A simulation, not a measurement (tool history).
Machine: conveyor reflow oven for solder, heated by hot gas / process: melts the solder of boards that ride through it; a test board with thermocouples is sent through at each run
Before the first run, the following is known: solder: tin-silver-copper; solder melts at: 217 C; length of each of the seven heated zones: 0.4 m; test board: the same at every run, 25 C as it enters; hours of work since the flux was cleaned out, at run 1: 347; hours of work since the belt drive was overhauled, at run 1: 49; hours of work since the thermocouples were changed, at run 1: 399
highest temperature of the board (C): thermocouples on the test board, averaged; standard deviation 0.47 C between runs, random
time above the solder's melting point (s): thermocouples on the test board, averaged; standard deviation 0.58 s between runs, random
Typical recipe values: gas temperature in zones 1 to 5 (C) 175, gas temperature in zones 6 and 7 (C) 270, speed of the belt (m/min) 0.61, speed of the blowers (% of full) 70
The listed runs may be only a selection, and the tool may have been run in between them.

run,day,gas temperature in zones 1 to 5 (C),gas temperature in zones 6 and 7 (C),speed of the belt (m/min),speed of the blowers (% of full),hours of work since the flux was cleaned out,hours of work since the belt drive was overhauled,hours of work since the thermocouples were changed,highest temperature of the board (C),time above the solder's melting point (s)
1,0,175,270,0.61,70,347,49,399,247.4,52.3
2,0.404,175,270,0.61,70,354,56,406,248.1,52.6
3,0.721,175,270,0.61,70,360,62,412,246.7,53.4
4,1.058,175,276,0.61,70,367,68,418,252.2,57.9
5,1.546,175,276,0.61,70,376,77,427,251.8,57.6
6,1.804,175,276,0.61,70,380,82,432,251.6,56.8
7,2.238,175,276,0.61,70,388,90,440,251.4,57.7
8,2.608,175,270,0.541,70,395,97,447,251.1,63.4
9,3.079,175,270,0.61,70,404,106,456,246.5,52.3
10,3.362,175,270,0.61,70,409,111,461,246.5,52.7
11,3.833,175,270,0.61,70,418,120,470,246.3,52.2
12,4.138,181,270,0.61,70,424,125,475,247,56.4
13,4.475,181,270,0.61,70,430,131,482,247.4,56.8
# day 4.725: flux residue cleaned out of gas plates and filters
14,5.121,181,270,0.61,70,7,140,490,247.2,55.1
15,5.404,181,270,0.61,70,13,145,495,247.1,55.4
16,5.762,181,270,0.61,70,19,151,502,247.3,55.9
# day 5.996: flux residue cleaned out of gas plates and filters, once more
17,6.25,181,270,0.61,70,5,157,507,251.4,60
18,6.558,181,270,0.61,70,10,162,513,251.8,59.1
19,6.979,163,280,0.61,70,18,170,520,255.8,57.1
20,7.329,175,284,0.61,70,25,177,527,260.9,64.5
21,7.838,188,284,0.636,84,34,186,536,265,70.3
22,8.221,175,265,0.69,65,41,193,543,238.7,39
23,8.721,175,276,0.69,70,50,202,553,250,47.6
24,9.012,175,270,0.678,70,56,208,558,245.8,45.3
25,9.333,175,270,0.575,70,62,214,564,251,61.6
26,9.608,175,270,0.61,87,67,219,569,252.3,59.4
27,10.1,161,267,0.653,68,76,228,578,240.6,38.9
28,10.346,180,262,0.61,70,81,232,583,243.2,52.3
29,10.821,180,262,0.61,70,89,241,591,242.9,52.4
30,11.1,175,270,0.604,70,94,246,597,249.8,56.3

For each entry between runs, how does the tool's hidden state at the last listed run before it compare with that at the first listed run after it?
From run 13 to run 14: flux residue cleaned out of gas plates and filters (day 4.725)
  heat that the gas passes to the board, % of a clean oven's: 87 -> 84.9; belt's true speed, % of the reading: 99.95 -> 99.94; true gas temperature in zones 6 and 7 over the reading, C: -1.03 -> -1.05
  measured value less the no-hidden-state value, highest temperature of the board (C): -4.6 -> -5.4; time above the solder's melting point (s): -4.8 -> -5.7
From run 16 to run 17: flux residue cleaned out of gas plates and filters, once more (day 5.996)
  heat that the gas passes to the board, % of a clean oven's: 84.6 -> 99; true gas temperature in zones 6 and 7 over the reading, C: -1.08 -> -1.09
  measured value less the no-hidden-state value, highest temperature of the board (C): -5.5 -> -1.2; time above the solder's melting point (s): -5.7 -> -0.9
